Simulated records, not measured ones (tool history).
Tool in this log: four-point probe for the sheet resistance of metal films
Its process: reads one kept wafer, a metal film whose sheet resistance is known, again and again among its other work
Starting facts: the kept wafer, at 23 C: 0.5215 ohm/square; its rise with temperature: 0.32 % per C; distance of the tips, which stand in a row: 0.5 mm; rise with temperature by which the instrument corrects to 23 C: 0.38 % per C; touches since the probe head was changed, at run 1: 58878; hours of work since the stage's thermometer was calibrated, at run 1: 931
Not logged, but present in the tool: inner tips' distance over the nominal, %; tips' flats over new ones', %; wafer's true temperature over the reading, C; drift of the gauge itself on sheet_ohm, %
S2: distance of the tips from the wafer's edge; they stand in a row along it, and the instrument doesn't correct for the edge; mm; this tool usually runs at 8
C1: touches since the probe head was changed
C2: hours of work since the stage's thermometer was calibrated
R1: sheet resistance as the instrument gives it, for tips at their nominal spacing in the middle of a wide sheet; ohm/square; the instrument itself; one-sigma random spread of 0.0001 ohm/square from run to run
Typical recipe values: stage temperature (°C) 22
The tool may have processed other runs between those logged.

Run 1, hour 0: usual settings; C1 58878; C2 931. Result: R1 0.520514 ohm/square.
Run 2, hour 103.9: usual settings but S2 10 mm; C1 63427; C2 987. Result: R1 0.520101 ohm/square.
Run 3, hour 216: usual settings but S2 10 mm; C1 68333; C2 1049. Result: R1 0.519982 ohm/square.
Run 4, hour 279.9: usual settings but stage temperature (°C) 24; C1 71129; C2 1084. Result: R1 0.519745 ohm/square.
Run 5, hour 388.8: usual settings but stage temperature (°C) 24; C1 75897; C2 1144. Result: R1 0.519451 ohm/square.
Run 6, hour 494.5: usual settings but stage temperature (°C) 24; C1 80525; C2 1201. Result: R1 0.519567 ohm/square.
Run 7, hour 569: usual settings but stage temperature (°C) 24; C1 83786; C2 1242. Result: R1 0.519387 ohm/square.
Run 8, hour 639.9: usual settings but stage temperature (°C) 24; C1 86892; C2 1281. Result: R1 0.519241 ohm/square.
Run 9, hour 694.6: usual settings but stage temperature (°C) 24; C1 89287; C2 1311. Result: R1 0.519289 ohm/square.
Run 10, hour 803.7: usual settings; C1 94063; C2 1371. Result: R1 0.519873 ohm/square.
Run 11, hour 914: usual settings; C1 98891; C2 1431. Result: R1 0.519846 ohm/square.
Run 12, hour 985.6: usual settings; C1 102026; C2 1470. Result: R1 0.51964 ohm/square.
Run 13, hour 1036.7: usual settings but stage temperature (°C) 25; C1 104260; C2 1498. Result: R1 0.51879 ohm/square.
Run 14, hour 1094.2: usual settings but stage temperature (°C) 25; C1 106781; C2 1530. Result: R1 0.518688 ohm/square.
Run 15, hour 1171: usual settings but S2 38 mm; C1 110140; C2 1572. Result: R1 0.518555 ohm/square.
Run 16, hour 1262.4: usual settings but stage temperature (°C) 28; C1 114142; C2 1622. Result: R1 0.517904 ohm/square.
Run 17, hour 1325.5: usual settings but stage temperature (°C) 26, S2 69 mm; C1 116905; C2 1657. Result: R1 0.517126 ohm/square.
Run 18, hour 1383.3: usual settings but stage temperature (°C) 26, S2 39 mm; C1 119437; C2 1688. Result: R1 0.517163 ohm/square.
Run 19, hour 1468: usual settings but stage temperature (°C) 31, S2 31 mm; C1 123143; C2 1735. Result: R1 0.515669 ohm/square.
Run 20, hour 1545.8: usual settings but stage temperature (°C) 31, S2 31 mm; C1 126550; C2 1777. Result: R1 0.515579 ohm/square.
Run 21, hour 1608.5: usual settings but stage temperature (°C) 31, S2 60 mm; C1 129292; C2 1812. Result: R1 0.515639 ohm/square.
Run 22, hour 1685.7: usual settings but stage temperature (°C) 25, S2 6 mm; C1 132674; C2 1854. Result: R1 0.51904 ohm/square.
Run 23, hour 1738.3: usual settings but stage temperature (°C) 25, S2 34 mm; C1 134977; C2 1883. Result: R1 0.517235 ohm/square.
Run 24, hour 1812.1: usual settings but stage temperature (°C) 26; C1 138209; C2 1923. Result: R1 0.518119 ohm/square.
Run 25, hour 1890.8: usual settings but stage temperature (°C) 26; C1 141651; C2 1966. Result: R1 0.517799 ohm/square.
Run 26, hour 1968: usual settings but stage temperature (°C) 34, S2 15 mm; C1 145032; C2 2009. Result: R1 0.514703 ohm/square.
Run 27, hour 2064.1: usual settings but stage temperature (°C) 34, S2 15 mm; C1 149237; C2 2061. Result: R1 0.51468 ohm/square.
Run 28, hour 2181.8: usual settings; C1 154391; C2 2126. Result: R1 0.5186 ohm/square.
Run 29, hour 2284.8: usual settings but S2 61 mm; C1 158900; C2 2182. Result: R1 0.51741 ohm/square.
Run 30, hour 2342.7: usual settings but stage temperature (°C) 24, S2 6 mm; C1 161437; C2 2214. Result: R1 0.518734 ohm/square.
Run 31, hour 2423.6: usual settings but stage temperature (°C) 24, S2 5 mm; C1 164978; C2 2258. Result: R1 0.519701 ohm/square.
Run 32, hour 2533.9: usual settings but S2 6 mm; C1 169804; C2 2319. Result: R1 0.519218 ohm/square.

Some steps in R1, run to run, broken into two amounts with sign: the step expected even without the hidden condition (settings, incoming material, random variation), and the rest, left for the hidden condition together with whatever gauge scatter is not in both the measured and the hidden-condition-free result:
Run 2 -> 3: nothing adjusted, nothing logged. R1 -0.000119 ohm/square: hidden state -0.000096, all else -0.000023.
Run 10 -> 11: nothing adjusted, nothing logged. R1 -0.000027 ohm/square: hidden state -0.000091, all else +0.000064.
Run 21 -> 22: stage temperature (°C) 31 -> 25, S2 60 -> 6. R1 +0.003401 ohm/square: hidden state -0.000074, all else +0.003475.
Run 25 -> 26: stage temperature (°C) 26 -> 34, S2 8 -> 15. R1 -0.003096 ohm/square: hidden state -0.000064, all else -0.003032.
Run 27 -> 28: stage temperature (°C) 34 -> 22, S2 15 -> 8. R1 +0.00392 ohm/square: hidden state -0.000096, all else +0.004016.
